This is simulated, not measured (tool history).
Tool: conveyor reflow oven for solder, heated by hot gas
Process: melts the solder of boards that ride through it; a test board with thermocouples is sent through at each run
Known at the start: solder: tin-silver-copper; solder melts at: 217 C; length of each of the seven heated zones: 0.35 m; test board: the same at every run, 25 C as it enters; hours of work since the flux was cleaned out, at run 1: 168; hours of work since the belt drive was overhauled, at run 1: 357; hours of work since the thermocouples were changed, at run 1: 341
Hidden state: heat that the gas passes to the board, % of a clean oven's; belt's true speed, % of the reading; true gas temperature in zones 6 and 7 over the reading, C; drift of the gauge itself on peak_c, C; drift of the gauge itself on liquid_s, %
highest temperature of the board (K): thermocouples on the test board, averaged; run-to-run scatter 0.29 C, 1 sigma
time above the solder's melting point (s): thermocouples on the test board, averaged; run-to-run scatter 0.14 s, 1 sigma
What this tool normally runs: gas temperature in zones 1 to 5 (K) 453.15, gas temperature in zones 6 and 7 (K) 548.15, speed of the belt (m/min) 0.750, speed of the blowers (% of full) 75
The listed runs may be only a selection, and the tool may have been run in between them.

run     day  gas temperature in zones 1 to 5 (K)  gas temperature in zones 6 and 7 (K)  speed of the belt (m/min)  speed of the blowers (% of full)  hours of work since the flux was cleaned out  hours of work since the belt drive was overhauled  hours of work since the thermocouples were changed  highest temperature of the board (K)  time above the solder's melting point (s)
  1   0.000                               453.15                                548.15                      0.750                                75                                           168                                                357                                                 341                                531.85                                       46.6
  2   0.729                               453.15                                548.15                      0.750                                75                                           178                                                367                                                 351                                531.35                                       46.4
  3   1.271                               453.15                                548.15                      0.750                                75                                           185                                                375                                                 358                                531.65                                       46.6
  4   1.854                               453.15                                548.15                      0.839                                75                                           193                                                382                                                 366                                527.45                                       39.5
  5   2.379                               453.15                                548.15                      0.750                                77                                           200                                                390                                                 373                                532.15                                       46.9
  6   3.167                               453.15                                548.15                      0.750                                77                                           211                                                400                                                 384                                531.95                                       46.9
  7   3.783                               453.15                                554.15                      0.750                                75                                           220                                                409                                                 392                                536.15                                       48.6
  8   4.208                               453.15                                554.15                      0.750                                75                                           225                                                415                                                 398                                536.55                                       48.8
  9   4.646                               453.15                                554.15                      0.750                                75                                           231                                                420                                                 404                                536.65                                       48.4
 10   5.054                               453.15                                552.15                      0.750                                75                                           237                                                426                                                 410                                534.95                                       48.1
 11   5.642                               453.15                                541.15                      0.750                                75                                           245                                                434                                                 418                                525.25                                       43.8
 12   6.296                               453.15                                541.15                      0.750                                75                                           254                                                443                                                 427                                525.35                                       43.4
 13   7.050                               453.15                                541.15                      0.750                                75                                           264                                                453                                                 437                                525.35                                       43.6
 14   7.512                               453.15                                541.15                      0.750                                75                                           270                                                460                                                 443                                524.75                                       43.7
 15   7.900                               453.15                                548.15                      0.613                                75                                           276                                                465                                                 448                                537.15                                       60.9
 16   8.442                               453.15                                548.15                      0.613                                75                                           283                                                472                                                 456                                537.05                                       60.6
 17   9.054                               445.15                                548.15                      0.617                                63                                           291                                                481                                                 464                                532.65                                       55.6
      9.312  -- flux residue cleaned out of gas plates and filters
 18   9.604                               453.15                                537.15                      0.750                                75                                             4                                                485                                                 469                                520.95                                       41.3
 19  10.233                               453.15                                537.15                      0.750                                75                                            13                                                494                                                 477                                521.35                                       41.0
 20  10.846                               445.15                                548.15                      0.824                                55                                            21                                                502                                                 486                                517.15                                       31.3
 21  11.192                               468.15                                547.15                      0.786                                61                                            26                                                507                                                 490                                526.75                                       46.3
 22  11.725                               458.15                                537.15                      0.750                                58                                            33                                                514                                                 498                                516.65                                       38.8
 23  12.375                               462.15                                537.15                      0.750                                56                                            42                                                523                                                 506                                517.05                                       40.4
 24  12.858                               445.15                                548.15                      0.812                                75                                            48                                                529                                                 513                                526.15                                       38.0
     13.375  -- flux residue cleaned out of gas plates and filters, once more
 25  13.796                               453.15                                554.15                      0.750                                75                                             6                                                539                                                 523                                537.05                                       49.3
 26  14.396                               465.15                                545.15                      0.653                                87                                            14                                                548                                                 531                                537.15                                       61.0
 27  15.154                               465.15                                545.15                      0.653                                87                                            24                                                558                                                 541                                536.35                                       61.0
 28  15.838                               452.15                                540.15                      0.745                                75                                            34                                                567                                                 551                                525.25                                       43.7
 29  16.608                               462.15                                542.15                      0.663                                58                                            44                                                578                                                 561                                527.55                                       53.5
 30  17.054                               462.15                                546.15                      0.869                                58                                            50                                                584                                                 567                                521.35                                       36.5
 31  17.608                               467.15                                549.15                      0.883                                57                                            58                                                591                                                 575                                523.45                                       38.5

For each run, the measured value with the value that run would have given without the tool's hidden condition subtracted. The run-to-run variation is shared by both, the gauge scatter possibly not:
run  highest temperature of the board (K)  time above the solder's melting point (s)
  1                                 -0.50                                       +0.1
  2                                 -0.50                                       +0.1
  3                                 -0.60                                       +0.1
  4                                 -0.60                                       +0.0
  5                                 -0.60                                       +0.1
  6                                 -0.60                                       +0.0
  7                                 -0.70                                       +0.1
  8                                 -0.70                                       +0.1
  9                                 -0.70                                       +0.1
 10                                 -0.80                                       +0.0
 11                                 -0.80                                       +0.0
 12                                 -0.80                                       -0.1
 13                                 -0.90                                       -0.1
 14                                 -0.80                                       -0.2
 15                                 -0.70                                       +0.2
 16                                 -0.80                                       +0.2
 17                                 -0.80                                       +0.1
 18                                 -1.40                                       -0.7
 19                                 -1.50                                       -0.8
 20                                 -1.50                                       -0.9
 21                                 -1.40                                       -0.4
 22                                 -1.30                                       -0.8
 23                                 -1.30                                       -0.8
 24                                 -2.00                                       -0.8
 25                                 +0.00                                       +0.5
 26                                 -0.20                                       +0.7
 27                                 -0.30                                       +0.6
 28                                 -0.10                                       +0.5
 29                                 -0.20                                       +0.6
 30                                 -0.10                                       +0.5
 31                                 +0.00                                       +0.5
